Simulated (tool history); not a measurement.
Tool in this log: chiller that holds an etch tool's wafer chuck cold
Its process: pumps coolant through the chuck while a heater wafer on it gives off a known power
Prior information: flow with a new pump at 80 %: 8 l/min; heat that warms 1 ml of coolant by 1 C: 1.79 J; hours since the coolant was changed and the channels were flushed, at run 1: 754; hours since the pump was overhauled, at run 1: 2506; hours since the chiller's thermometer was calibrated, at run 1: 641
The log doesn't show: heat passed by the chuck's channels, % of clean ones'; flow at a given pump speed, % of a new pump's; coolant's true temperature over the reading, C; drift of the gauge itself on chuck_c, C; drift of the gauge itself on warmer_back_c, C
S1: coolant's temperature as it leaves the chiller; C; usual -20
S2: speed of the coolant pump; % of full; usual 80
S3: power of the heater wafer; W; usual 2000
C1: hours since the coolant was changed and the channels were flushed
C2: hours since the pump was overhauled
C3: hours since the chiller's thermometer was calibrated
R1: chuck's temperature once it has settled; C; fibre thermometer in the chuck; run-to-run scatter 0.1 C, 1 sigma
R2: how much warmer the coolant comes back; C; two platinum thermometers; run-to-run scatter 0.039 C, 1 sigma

run,hour,S1,S2,S3,C1,C2,C3,R1,R2
1,0,-20,80,2000,754,2506,641,-5.1,8.5
2,48,-20,80,2000,802,2554,689,-5.1,8.64
3,145.7,-20,80,2000,900,2652,787,-5.1,8.57
4,220.4,-20,80,2000,975,2727,862,-5,8.55
5,275.3,-20,80,2000,1030,2781,916,-4.9,8.58
6,354.8,-14,80,2000,1109,2861,996,1.2,8.62
7,465.7,-14,80,2000,1220,2972,1107,1.3,8.6
8,531.1,-14,80,2000,1285,3037,1172,1.1,8.63
9,642,-14,80,2000,1396,3148,1283,1.2,8.65
10,711.9,-14,80,2000,1466,3218,1353,1.3,8.61
11,800.3,-14,80,2000,1555,3306,1441,1.3,8.61
12,906.8,-14,80,2000,1661,3413,1548,1.4,8.63
13,1010,-12,80,2000,1764,3516,1651,3.4,8.69
14,1082.3,-12,80,2000,1837,3588,1723,3.4,8.68
15,1143,-12,80,2000,1897,3649,1784,3.5,8.66
16,1216.6,-12,80,2000,1971,3723,1858,3.4,8.61
17,1321.5,-12,80,2000,2076,3828,1963,3.7,8.62
18,1421.1,-30,80,2000,2175,3927,2062,-14.4,8.64
19,1526.5,-30,80,2000,2281,4033,2168,-14.2,8.66
20,1634.1,-16,81,1099,2388,4140,2275,-7.3,4.71
21,1687.5,-16,81,1099,2442,4194,2329,-7.3,4.69
22,1762.3,-24,61,1147,2517,4268,2403,-13,6.55
23,1818.7,-24,67,1990,2573,4325,2460,-6.1,10.34
24,1899.2,-24,67,1990,2654,4405,2540,-6.2,10.34
25,1968,-24,67,1990,2722,4474,2609,-6,10.26
26,2069.2,-14,64,2000,2824,4575,2710,4.7,10.93
27,2148.6,-14,64,2000,2903,4655,2790,4.5,10.89
28,2252.7,-27,80,1490,3007,4759,2894,-14.8,6.48
29,2309.3,-27,80,1490,3064,4815,2950,-14.6,6.52
30,2387.1,-26,65,2300,3142,4893,3028,-4.8,12.41
31,2498.5,-11,67,2000,3253,5005,3140,7.2,10.45
32,2600.7,-15,93,2550,3355,5107,3242,3.7,9.61

Alternative continuations, all from the tool just after run 32; predict every row:
A,2688.1,-10,80,1790,3442,5194,3329,?,?
B,2688.1,-13,73,2550,3442,5194,3329,?,?
C,2688.1,-22,93,2550,3442,5194,3329,?,?

run,R1,R2
A,4.6,7.91
B,9,12.24
C,-3.3,9.53
Without the tool's hidden state the same runs would have given:
run,R1,R2
A,2.7,7.57
B,6.5,11.71
C,-5.5,9.11

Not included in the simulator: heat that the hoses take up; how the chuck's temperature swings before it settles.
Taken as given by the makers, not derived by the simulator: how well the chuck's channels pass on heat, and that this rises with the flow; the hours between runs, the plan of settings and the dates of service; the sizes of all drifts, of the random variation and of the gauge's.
